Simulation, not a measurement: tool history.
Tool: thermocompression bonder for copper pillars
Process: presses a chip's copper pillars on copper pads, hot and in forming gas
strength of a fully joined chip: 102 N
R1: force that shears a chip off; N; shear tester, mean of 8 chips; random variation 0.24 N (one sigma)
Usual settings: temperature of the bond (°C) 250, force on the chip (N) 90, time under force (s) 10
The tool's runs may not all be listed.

Run 1, day 0.000: usual settings. Result: R1 35.6 N.
Run 2, day 0.833: usual settings. Result: R1 35.7 N.
Run 3, day 1.792: usual settings. Result: R1 35.5 N.
Run 4, day 2.708: usual settings. Result: R1 35.6 N.
Run 5, day 3.312: usual settings. Result: R1 36.0 N.
Run 6, day 4.167: usual settings. Result: R1 36.0 N.
Run 7, day 5.092: usual settings. Result: R1 35.5 N.
Run 8, day 6.225: usual settings. Result: R1 35.4 N.
Run 9, day 6.992: usual settings. Result: R1 35.1 N.
Run 10, day 7.646: usual settings but time under force (s) 24. Result: R1 49.4 N.
Run 11, day 8.662: usual settings. Result: R1 35.8 N.
Run 12, day 9.325: usual settings. Result: R1 35.6 N.
Run 13, day 9.983: usual settings. Result: R1 35.3 N.
Run 14, day 10.900: usual settings but temperature of the bond (°C) 254. Result: R1 37.7 N.
Run 15, day 11.550: usual settings. Result: R1 35.2 N.
Run 16, day 12.567: usual settings. Result: R1 35.4 N.
Run 17, day 13.612: usual settings. Result: R1 34.9 N.
Run 18, day 14.662: usual settings but time under force (s) 8. Result: R1 32.0 N.
At day 15.429: forming gas filter changed.
Run 19, day 15.779: usual settings but force on the chip (N) 88. Result: R1 35.8 N.
Run 20, day 16.733: usual settings but force on the chip (N) 88. Result: R1 36.1 N.
Run 21, day 17.558: usual settings but temperature of the bond (°C) 228, force on the chip (N) 99, time under force (s) 25. Result: R1 38.3 N.
Run 22, day 18.538: usual settings but temperature of the bond (°C) 240, force on the chip (N) 99, time under force (s) 5. Result: R1 24.5 N.
Run 23, day 19.029: usual settings but temperature of the bond (°C) 220, force on the chip (N) 88, time under force (s) 23. Result: R1 29.3 N.
Run 24, day 19.617: usual settings but temperature of the bond (°C) 220, force on the chip (N) 88, time under force (s) 23. Result: R1 28.6 N.
Run 25, day 20.538: usual settings but temperature of the bond (°C) 260, force on the chip (N) 61, time under force (s) 11. Result: R1 32.4 N.
Run 26, day 21.512: usual settings but temperature of the bond (°C) 260, force on the chip (N) 61, time under force (s) 11. Result: R1 32.8 N.
Run 27, day 22.258: usual settings but temperature of the bond (°C) 260, force on the chip (N) 61, time under force (s) 11. Result: R1 32.7 N.
Run 28, day 22.779: usual settings but temperature of the bond (°C) 237, force on the chip (N) 110, time under force (s) 28. Result: R1 49.9 N.
Run 29, day 23.242: usual settings but temperature of the bond (°C) 248, time under force (s) 26. Result: R1 49.6 N.
Run 30, day 23.946: usual settings but temperature of the bond (°C) 263, force on the chip (N) 74, time under force (s) 15. Result: R1 44.4 N.
Run 31, day 24.892: usual settings but temperature of the bond (°C) 229, force on the chip (N) 95, time under force (s) 15. Result: R1 30.4 N.
Run 32, day 25.938: usual settings but temperature of the bond (°C) 254, force on the chip (N) 108, time under force (s) 6. Result: R1 36.5 N.
Run 33, day 26.404: usual settings but temperature of the bond (°C) 233. Result: R1 26.5 N.
Run 34, day 27.329: usual settings but temperature of the bond (°C) 273, force on the chip (N) 132, time under force (s) 6. Result: R1 54.4 N.
Run 35, day 28.125: usual settings but temperature of the bond (°C) 273, force on the chip (N) 132, time under force (s) 6. Result: R1 54.1 N.
Run 36, day 28.783: usual settings but temperature of the bond (°C) 261, force on the chip (N) 110. Result: R1 48.9 N.
Run 37, day 29.917: usual settings but temperature of the bond (°C) 241, force on the chip (N) 86, time under force (s) 8. Result: R1 26.8 N.
Run 38, day 30.779: usual settings but temperature of the bond (°C) 251, force on the chip (N) 93, time under force (s) 12. Result: R1 39.2 N.
At day 30.883: forming gas filter changed.
Run 39, day 31.621: usual settings but temperature of the bond (°C) 232, force on the chip (N) 129, time under force (s) 26. Result: R1 51.0 N.
Run 40, day 32.667: usual settings but temperature of the bond (°C) 232, force on the chip (N) 129, time under force (s) 26. Result: R1 51.9 N.

Some steps in R1 between neighbouring runs. How much of each would the tool show without its hidden state too (settings, what came in, random variation), and how much is left for the hidden state, with any gauge scatter that isn't in both results?
The hidden state here: true temperature of the bond over the reading, C; force that reaches the chip, % of what is set; oxide that the forming gas leaves, % of the face; drift of the gauge itself on shear_n, %.
Run 18 -> 19: force on the chip (N) 90 -> 88, time under force (s) 8 -> 10, forming gas filter changed. R1 +3.8 N: hidden state +1.6, all else +2.2.
Run 27 -> 28: temperature of the bond (°C) 260 -> 237, force on the chip (N) 61 -> 110, time under force (s) 11 -> 28. R1 +17.2 N: hidden state -0.1, all else +17.3.
Run 33 -> 34: temperature of the bond (°C) 233 -> 273, force on the chip (N) 90 -> 132, time under force (s) 10 -> 6. R1 +27.9 N: hidden state -1.3, all else +29.2.
Run 36 -> 37: temperature of the bond (°C) 261 -> 241, force on the chip (N) 110 -> 86, time under force (s) 10 -> 8. R1 -22.1 N: hidden state +0.8, all else -22.9.
Run 38 -> 39: temperature of the bond (°C) 251 -> 232, force on the chip (N) 93 -> 129, time under force (s) 12 -> 26, forming gas filter changed. R1 +11.8 N: hidden state +2.6, all else +9.2.
